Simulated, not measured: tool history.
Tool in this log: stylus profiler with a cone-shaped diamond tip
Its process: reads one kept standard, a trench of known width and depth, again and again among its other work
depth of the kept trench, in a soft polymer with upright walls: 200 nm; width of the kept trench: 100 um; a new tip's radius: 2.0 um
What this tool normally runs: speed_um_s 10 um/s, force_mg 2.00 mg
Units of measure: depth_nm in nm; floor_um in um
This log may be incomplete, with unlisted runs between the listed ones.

run	hour	speed_um_s	force_mg	depth_nm	floor_um
1	0.0	10	2.00	201.60	98.03
2	30.9	10	2.00	201.50	98.05
3	50.2	10	2.00	201.59	98.01
4	79.0	10	2.00	201.47	97.96
5	105.8	10	2.00	201.61	98.02
6	133.1	10	2.00	201.49	98.02
7	151.7	10	2.00	201.53	97.97
8	170.9	10	2.00	201.48	98.01
9	197.8	28	2.00	201.46	97.88
10	220.5	28	2.00	201.55	97.90
11	242.6	28	2.00	201.49	97.87
# hour 245.9: height scale calibrated on a step standard
12	265.1	28	2.00	201.37	97.85
13	292.2	28	2.00	201.36	97.81
14	310.3	28	2.00	201.27	97.83
15	334.4	28	2.00	201.25	97.88
# hour 347.4: height scale calibrated on a step standard, once more
16	358.3	28	2.00	201.61	97.78
17	380.6	28	2.00	201.53	97.82
18	406.9	28	2.00	201.65	97.75
19	431.1	36	1.42	201.23	97.69
20	447.0	10	3.66	202.42	97.80
21	464.8	10	3.66	202.40	97.91
22	487.6	10	3.66	202.40	97.85
23	501.7	10	3.66	202.44	97.84
24	518.6	6	1.28	201.16	97.86
25	544.3	14	1.50	201.40	97.79
26	558.5	2	5.98	203.43	97.90
27	572.6	10	2.54	201.84	97.86
28	595.3	11	2.21	201.72	97.82
29	617.2	2	2.47	201.80	97.83
30	640.6	13	1.44	201.14	97.68
31	653.9	5	1.35	201.14	97.77
32	683.9	24	1.80	201.43	97.66
33	711.2	4	0.87	200.78	97.78

Same runs, no hidden state in the tool, same run-to-run variation:
Hidden conditions of the tool in this case: radius of the tip, um; height scale over the true one, %; drift of the gauge itself on depth_nm, %; drift of the gauge itself on floor_um, %.
run	depth_nm	floor_um
1	201.73	98.18
2	201.65	98.21
3	201.74	98.18
4	201.63	98.14
5	201.77	98.22
6	201.66	98.23
7	201.71	98.20
8	201.66	98.24
9	201.65	98.13
10	201.75	98.15
11	201.70	98.13
12	201.71	98.13
13	201.70	98.10
14	201.63	98.12
15	201.61	98.18
16	201.68	98.10
17	201.60	98.14
18	201.73	98.08
19	201.32	98.04
20	202.51	98.16
21	202.50	98.27
22	202.50	98.22
23	202.55	98.21
24	201.27	98.24
25	201.52	98.18
26	203.55	98.31
27	201.96	98.27
28	201.85	98.23
29	201.94	98.25
30	201.28	98.11
31	201.29	98.22
32	201.59	98.11
33	200.95	98.24
